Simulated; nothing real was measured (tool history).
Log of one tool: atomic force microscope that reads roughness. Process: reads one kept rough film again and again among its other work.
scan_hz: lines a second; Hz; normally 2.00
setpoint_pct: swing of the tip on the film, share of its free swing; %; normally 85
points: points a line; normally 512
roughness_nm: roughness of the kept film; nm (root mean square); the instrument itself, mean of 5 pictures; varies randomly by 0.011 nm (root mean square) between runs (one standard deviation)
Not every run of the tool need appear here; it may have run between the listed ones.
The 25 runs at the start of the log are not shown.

run,hour,scan_hz,setpoint_pct,points,roughness_nm
26,1248.0,2.00,85,512,1.908
27,1307.4,2.00,85,512,1.798
28,1364.1,1.58,66,405,1.963
# hour 1404.2: new tip fitted
29,1415.5,0.80,60,368,2.871
30,1461.6,2.00,87,686,2.303
31,1513.4,2.00,85,714,2.217
32,1578.3,2.26,73,370,2.227
33,1608.2,2.26,73,370,2.184
34,1644.4,0.99,73,527,2.255
35,1700.9,2.00,82,350,1.912
36,1744.0,0.60,63,322,2.155
37,1806.6,0.54,76,651,2.015

What does the tool deliver on the next run?
# hour 1840.3: new tip fitted
38,1841.7,0.54,76,651,?

{"run 38": {"roughness_nm": 2.879}}
Take away the tool's hidden state, keep the run-to-run variation as it was, and the same run would have given roughness_nm 2.924 nm (root mean square).
